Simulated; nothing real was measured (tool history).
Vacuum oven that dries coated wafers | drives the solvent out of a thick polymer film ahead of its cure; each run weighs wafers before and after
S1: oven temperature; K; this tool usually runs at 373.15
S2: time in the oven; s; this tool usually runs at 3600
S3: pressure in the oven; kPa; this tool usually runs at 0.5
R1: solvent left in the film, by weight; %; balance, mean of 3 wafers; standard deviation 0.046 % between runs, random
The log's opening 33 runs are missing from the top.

run,day,S1,S2,S3,R1
34,79.308,374.15,3600,0.5,2.13
35,81.446,374.15,3600,0.5,2.03
36,82.925,374.15,3600,0.5,2.1
37,85.562,373.15,5340,1.262,1.45
38,88.062,369.15,3600,0.5,3.41
39,90.725,373.15,2400,0.259,4.24
40,92.333,373.15,2400,0.259,4.14
41,94.483,374.15,4860,0.47,1.16
42,96.529,374.15,2220,0.47,4.35
43,99.104,370.15,3900,0.868,2.83
44,102.342,370.15,3900,0.868,2.73
45,104.288,373.15,2880,0.5,3.18
46,107.512,373.15,2880,0.5,3.18

Each row is a separate what-if for the run after 46, all from the same tool condition, not one after another. Results?
A,109.054,365.15,2880,0.5,?
B,109.054,373.15,4740,0.281,?
C,109.054,373.15,5400,0.36,?
D,109.054,382.15,3060,0.906,?
E,109.054,369.15,1920,1.197,?

run,R1
A,5.96
B,1.15
C,0.9
D,1.27
E,7.15
With no hidden state in the tool, these same runs would have given:
run,R1
A,6.12
B,1.15
C,0.87
D,1.29
E,7.33
